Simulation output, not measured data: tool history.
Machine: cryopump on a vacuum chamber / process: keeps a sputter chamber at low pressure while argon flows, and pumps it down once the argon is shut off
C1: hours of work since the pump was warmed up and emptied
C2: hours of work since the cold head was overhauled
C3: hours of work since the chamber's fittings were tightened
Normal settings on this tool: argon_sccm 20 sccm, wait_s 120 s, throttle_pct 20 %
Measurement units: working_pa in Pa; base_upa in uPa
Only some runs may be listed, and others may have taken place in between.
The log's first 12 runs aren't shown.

-- hour=433.8 leaking fittings of the chamber tightened, without venting
run 13 hour=467.9 | argon_sccm=21 wait_s=120 throttle_pct=20 | C1=202 C2=953 C3=22 | working_pa=0.0820 base_upa=0.58
run 14 hour=491.1 | argon_sccm=21 wait_s=120 throttle_pct=20 | C1=216 C2=968 C3=36 | working_pa=0.0817 base_upa=0.57
run 15 hour=539.3 | argon_sccm=21 wait_s=120 throttle_pct=20 | C1=247 C2=998 C3=67 | working_pa=0.0827 base_upa=0.59
run 16 hour=576.2 | argon_sccm=21 wait_s=120 throttle_pct=20 | C1=270 C2=1022 C3=90 | working_pa=0.0819 base_upa=0.61
run 17 hour=607.5 | argon_sccm=21 wait_s=192 throttle_pct=20 | C1=290 C2=1041 C3=110 | working_pa=0.0826 base_upa=0.47
run 18 hour=630.7 | argon_sccm=8 wait_s=53 throttle_pct=40 | C1=305 C2=1056 C3=125 | working_pa=0.0166 base_upa=1.14
run 19 hour=685.7 | argon_sccm=18 wait_s=32 throttle_pct=20 | C1=340 C2=1091 C3=160 | working_pa=0.0716 base_upa=1.74
run 20 hour=728.0 | argon_sccm=30 wait_s=65 throttle_pct=27 | C1=366 C2=1118 C3=186 | working_pa=0.0905 base_upa=0.99
run 21 hour=762.5 | argon_sccm=30 wait_s=65 throttle_pct=27 | C1=388 C2=1140 C3=208 | working_pa=0.0902 base_upa=1.06
run 22 hour=804.4 | argon_sccm=30 wait_s=65 throttle_pct=27 | C1=415 C2=1166 C3=235 | working_pa=0.0904 base_upa=1.10
run 23 hour=829.5 | argon_sccm=33 wait_s=31 throttle_pct=29 | C1=431 C2=1182 C3=251 | working_pa=0.0930 base_upa=1.89
run 24 hour=883.3 | argon_sccm=32 wait_s=120 throttle_pct=20 | C1=465 C2=1216 C3=285 | working_pa=0.1301 base_upa=0.85
run 25 hour=919.0 | argon_sccm=19 wait_s=120 throttle_pct=33 | C1=487 C2=1239 C3=307 | working_pa=0.0477 base_upa=0.82
run 26 hour=955.7 | argon_sccm=19 wait_s=120 throttle_pct=17 | C1=511 C2=1262 C3=331 | working_pa=0.0902 base_upa=0.86
run 27 hour=998.7 | argon_sccm=19 wait_s=120 throttle_pct=17 | C1=538 C2=1289 C3=358 | working_pa=0.0902 base_upa=0.86
run 28 hour=1040.9 | argon_sccm=19 wait_s=246 throttle_pct=17 | C1=565 C2=1316 C3=385 | working_pa=0.0904 base_upa=0.72
run 29 hour=1080.0 | argon_sccm=19 wait_s=246 throttle_pct=17 | C1=589 C2=1341 C3=410 | working_pa=0.0908 base_upa=0.75
run 30 hour=1125.0 | argon_sccm=13 wait_s=246 throttle_pct=17 | C1=618 C2=1369 C3=438 | working_pa=0.0622 base_upa=0.82
run 31 hour=1151.8 | argon_sccm=26 wait_s=118 throttle_pct=20 | C1=635 C2=1386 C3=455 | working_pa=0.1073 base_upa=1.02
run 32 hour=1175.1 | argon_sccm=15 wait_s=120 throttle_pct=20 | C1=650 C2=1401 C3=470 | working_pa=0.0618 base_upa=1.03
run 33 hour=1229.9 | argon_sccm=20 wait_s=115 throttle_pct=20 | C1=684 C2=1436 C3=504 | working_pa=0.0834 base_upa=1.06

Forecast each of these 5 alternatives for the next run:
run A hour=1264.8 | argon_sccm=24 wait_s=51 throttle_pct=20 | C1=707 C2=1458 C3=527 | working_pa=? base_upa=?
run B hour=1264.8 | argon_sccm=30 wait_s=115 throttle_pct=38 | C1=707 C2=1458 C3=527 | working_pa=? base_upa=?
run C hour=1264.8 | argon_sccm=29 wait_s=120 throttle_pct=20 | C1=707 C2=1458 C3=527 | working_pa=? base_upa=?
run D hour=1264.8 | argon_sccm=9 wait_s=120 throttle_pct=20 | C1=707 C2=1458 C3=527 | working_pa=? base_upa=?
run E hour=1264.8 | argon_sccm=13 wait_s=120 throttle_pct=18 | C1=707 C2=1458 C3=527 | working_pa=? base_upa=?

run=A working_pa=0.1001 base_upa=1.66
run=B working_pa=0.0722 base_upa=1.12
run=C working_pa=0.1215 base_upa=1.12
run=D working_pa=0.0380 base_upa=1.08
run=E working_pa=0.0606 base_upa=1.10
Had the tool no hidden state, the same runs would have come out as:
run=A working_pa=0.0909 base_upa=1.07
run=B working_pa=0.0606 base_upa=0.54
run=C working_pa=0.1103 base_upa=0.52
run=D working_pa=0.0345 base_upa=0.50
run=E working_pa=0.0556 base_upa=0.52

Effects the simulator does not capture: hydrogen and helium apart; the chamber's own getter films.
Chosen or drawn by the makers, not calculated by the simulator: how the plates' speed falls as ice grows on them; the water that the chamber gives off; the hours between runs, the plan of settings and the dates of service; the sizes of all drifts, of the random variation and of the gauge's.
